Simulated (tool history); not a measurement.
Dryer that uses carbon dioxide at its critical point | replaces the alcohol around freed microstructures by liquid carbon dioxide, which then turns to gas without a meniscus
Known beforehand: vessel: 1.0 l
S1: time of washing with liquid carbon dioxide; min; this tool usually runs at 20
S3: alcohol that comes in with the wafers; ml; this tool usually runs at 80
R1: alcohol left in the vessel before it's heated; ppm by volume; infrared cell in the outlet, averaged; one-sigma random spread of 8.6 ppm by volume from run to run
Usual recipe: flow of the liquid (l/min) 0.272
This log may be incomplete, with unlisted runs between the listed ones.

{"run": 1, "day": 0.0, "S1": 20, "flow of the liquid (l/min)": 0.272, "S3": 80, "R1": 672}
{"run": 2, "day": 0.6, "S1": 20, "flow of the liquid (l/min)": 0.272, "S3": 80, "R1": 693}
{"run": 3, "day": 1.062, "S1": 20, "flow of the liquid (l/min)": 0.226, "S3": 80, "R1": 1509}
{"run": 4, "day": 1.658, "S1": 20, "flow of the liquid (l/min)": 0.272, "S3": 80, "R1": 716}
{"run": 5, "day": 2.15, "S1": 20, "flow of the liquid (l/min)": 0.272, "S3": 80, "R1": 730}
{"run": 6, "day": 2.554, "S1": 20, "flow of the liquid (l/min)": 0.272, "S3": 80, "R1": 759}
{"run": 7, "day": 2.821, "S1": 20, "flow of the liquid (l/min)": 0.272, "S3": 80, "R1": 749}
{"run": 8, "day": 3.321, "S1": 20, "flow of the liquid (l/min)": 0.272, "S3": 80, "R1": 755}
{"run": 9, "day": 3.625, "S1": 21, "flow of the liquid (l/min)": 0.272, "S3": 80, "R1": 608}
{"run": 10, "day": 3.875, "S1": 21, "flow of the liquid (l/min)": 0.272, "S3": 80, "R1": 602}
{"run": 11, "day": 4.392, "S1": 21, "flow of the liquid (l/min)": 0.272, "S3": 80, "R1": 638}
{"run": 12, "day": 4.642, "S1": 21, "flow of the liquid (l/min)": 0.272, "S3": 80, "R1": 646}
{"day": 4.771, "done": "inlet filter changed"}
{"run": 13, "day": 5.083, "S1": 20, "flow of the liquid (l/min)": 0.272, "S3": 80, "R1": 490}
{"run": 14, "day": 5.342, "S1": 20, "flow of the liquid (l/min)": 0.272, "S3": 80, "R1": 499}
{"run": 15, "day": 5.671, "S1": 20, "flow of the liquid (l/min)": 0.272, "S3": 80, "R1": 502}
{"run": 16, "day": 5.979, "S1": 20, "flow of the liquid (l/min)": 0.272, "S3": 32, "R1": 227}
{"run": 17, "day": 6.225, "S1": 20, "flow of the liquid (l/min)": 0.272, "S3": 80, "R1": 515}
{"run": 18, "day": 6.55, "S1": 20, "flow of the liquid (l/min)": 0.272, "S3": 80, "R1": 513}
{"run": 19, "day": 7.079, "S1": 27, "flow of the liquid (l/min)": 0.272, "S3": 80, "R1": 128}
{"run": 20, "day": 7.608, "S1": 27, "flow of the liquid (l/min)": 0.272, "S3": 80, "R1": 124}
{"run": 21, "day": 8.104, "S1": 27, "flow of the liquid (l/min)": 0.272, "S3": 80, "R1": 121}
{"run": 22, "day": 8.5, "S1": 20, "flow of the liquid (l/min)": 0.272, "S3": 80, "R1": 565}
{"run": 23, "day": 9.029, "S1": 20, "flow of the liquid (l/min)": 0.272, "S3": 80, "R1": 552}
{"run": 24, "day": 9.496, "S1": 31, "flow of the liquid (l/min)": 0.272, "S3": 115, "R1": 91}
{"run": 25, "day": 10.012, "S1": 31, "flow of the liquid (l/min)": 0.272, "S3": 115, "R1": 85}
{"run": 26, "day": 10.379, "S1": 22, "flow of the liquid (l/min)": 0.378, "S3": 59, "R1": 68}
{"run": 27, "day": 10.775, "S1": 22, "flow of the liquid (l/min)": 0.232, "S3": 59, "R1": 575}
{"run": 28, "day": 11.333, "S1": 20, "flow of the liquid (l/min)": 0.195, "S3": 22, "R1": 651}
{"run": 29, "day": 11.846, "S1": 28, "flow of the liquid (l/min)": 0.458, "S3": 43, "R1": 45}
{"run": 30, "day": 12.283, "S1": 28, "flow of the liquid (l/min)": 0.458, "S3": 43, "R1": 55}
{"run": 31, "day": 12.825, "S1": 28, "flow of the liquid (l/min)": 0.458, "S3": 43, "R1": 45}
{"run": 32, "day": 13.308, "S1": 25, "flow of the liquid (l/min)": 0.181, "S3": 22, "R1": 418}
{"run": 33, "day": 13.633, "S1": 20, "flow of the liquid (l/min)": 0.229, "S3": 25, "R1": 463}
{"run": 34, "day": 14.071, "S1": 20, "flow of the liquid (l/min)": 0.229, "S3": 25, "R1": 459}
{"run": 35, "day": 14.55, "S1": 21, "flow of the liquid (l/min)": 0.272, "S3": 39, "R1": 285}
{"run": 36, "day": 15.1, "S1": 15, "flow of the liquid (l/min)": 0.327, "S3": 99, "R1": 1287}
{"run": 37, "day": 15.421, "S1": 15, "flow of the liquid (l/min)": 0.347, "S3": 99, "R1": 1046}

Expected results for the next run?
{"run": 38, "day": 15.667, "S1": 21, "flow of the liquid (l/min)": 0.272, "S3": 80, "R1": "?"}

Run 38 came out at R1 543 ppm by volume.
Without the tool's hidden state the same run would have given R1 350 ppm by volume.
